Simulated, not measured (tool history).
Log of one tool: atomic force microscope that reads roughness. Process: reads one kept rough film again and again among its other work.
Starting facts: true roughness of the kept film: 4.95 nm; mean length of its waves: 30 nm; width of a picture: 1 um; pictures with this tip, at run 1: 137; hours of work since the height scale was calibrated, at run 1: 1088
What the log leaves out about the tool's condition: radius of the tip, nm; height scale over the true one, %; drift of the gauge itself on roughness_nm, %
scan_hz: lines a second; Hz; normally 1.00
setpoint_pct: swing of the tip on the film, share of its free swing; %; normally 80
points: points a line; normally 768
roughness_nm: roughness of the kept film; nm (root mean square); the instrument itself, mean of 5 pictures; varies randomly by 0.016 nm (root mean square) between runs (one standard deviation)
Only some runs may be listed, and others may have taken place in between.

run,day,scan_hz,setpoint_pct,points,pictures with this tip,hours of work since the height scale was calibrated,roughness_nm
1,0.000,1.00,80,768,137,1088,3.228
2,1.508,1.00,88,768,165,1106,2.999
# day 3.071: new tip fitted
3,3.071,1.00,80,768,0,1125,3.846
4,4.925,1.00,80,768,35,1147,3.667
5,7.308,1.00,80,768,79,1176,3.420
6,8.492,1.00,80,768,102,1190,3.362
7,9.538,0.74,80,768,121,1203,3.349
8,11.546,0.74,80,768,159,1227,3.189
9,12.642,1.00,80,768,180,1240,2.998
# day 13.371: new tip fitted
10,14.733,1.00,80,768,25,1265,3.705
11,16.858,1.00,80,768,65,1290,3.515
12,19.100,1.00,80,768,107,1318,3.333
13,21.154,1.00,80,648,146,1342,3.141
14,23.008,1.00,80,768,181,1365,3.015
# day 23.604: new tip fitted
15,25.058,1.00,80,768,27,1389,3.690
16,26.183,1.00,55,768,48,1403,3.867
17,28.046,2.09,80,768,83,1425,3.129
18,30.392,2.09,59,768,127,1453,3.326
19,31.692,2.09,59,768,151,1469,3.198
20,33.646,2.09,59,768,188,1493,3.093
# day 33.971: new tip fitted
21,35.388,2.09,66,768,26,1513,3.718
22,37.679,0.99,60,378,69,1541,3.697
23,40.217,0.99,60,378,117,1572,3.493
24,42.592,0.58,82,563,162,1600,3.227
# day 44.275: new tip fitted
25,44.762,1.16,86,383,9,1626,3.591
26,46.112,1.16,86,383,34,1642,3.456
27,47.275,1.16,86,383,56,1656,3.346
28,48.875,1.16,86,383,86,1676,3.231
29,50.342,1.00,61,768,114,1693,3.478
30,52.267,1.30,58,514,150,1717,3.294
31,53.421,1.30,86,366,171,1731,2.835
# day 54.662: new tip fitted
32,55.496,1.73,77,396,16,1755,3.586
33,57.971,2.59,70,717,62,1785,3.372
34,59.804,1.39,74,444,97,1807,3.344
35,62.138,1.39,74,444,141,1835,3.150
36,63.804,1.39,61,635,172,1856,3.190
# day 65.021: new tip fitted
37,66.021,0.70,71,768,19,1882,3.911
38,67.275,0.70,71,768,43,1897,3.808
39,68.833,0.70,71,768,72,1916,3.632

Hidden state at the last listed run before each entry between runs and at the first one after, where it differs:
After run 2, before run 3: new tip fitted (day 3.071)
  radius of the tip, nm: 19.5 -> 7.2; height scale over the true one, %: -0.98 -> -0.99
  measured minus no-state result, roughness_nm: -0.746 -> -0.050 nm (root mean square)
After run 9, before run 10: new tip fitted (day 13.371)
  radius of the tip, nm: 21.3 -> 9; height scale over the true one, %: -1.1 -> -1.13
  measured minus no-state result, roughness_nm: -0.854 -> -0.184 nm (root mean square)
After run 14, before run 15: new tip fitted (day 23.604)
  radius of the tip, nm: 21.7 -> 9.7; height scale over the true one, %: -1.23 -> -1.25
  measured minus no-state result, roughness_nm: -0.887 -> -0.235 nm (root mean square)
After run 20, before run 21: new tip fitted (day 33.971)
  radius of the tip, nm: 22.8 -> 9.1; height scale over the true one, %: -1.35 -> -1.37
  measured minus no-state result, roughness_nm: -0.976 -> -0.200 nm (root mean square)
After run 24, before run 25: new tip fitted (day 44.275)
  radius of the tip, nm: 19.7 -> 7.9; height scale over the true one, %: -1.46 -> -1.48
  measured minus no-state result, roughness_nm: -0.828 -> -0.118 nm (root mean square)
After run 31, before run 32: new tip fitted (day 54.662)
  radius of the tip, nm: 21.3 -> 8.3; height scale over the true one, %: -1.58 -> -1.6
  measured minus no-state result, roughness_nm: -0.822 -> -0.145 nm (root mean square)
After run 36, before run 37: new tip fitted (day 65.021)
  radius of the tip, nm: 21 -> 8.5; height scale over the true one, %: -1.7 -> -1.72
  measured minus no-state result, roughness_nm: -0.911 -> -0.181 nm (root mean square)

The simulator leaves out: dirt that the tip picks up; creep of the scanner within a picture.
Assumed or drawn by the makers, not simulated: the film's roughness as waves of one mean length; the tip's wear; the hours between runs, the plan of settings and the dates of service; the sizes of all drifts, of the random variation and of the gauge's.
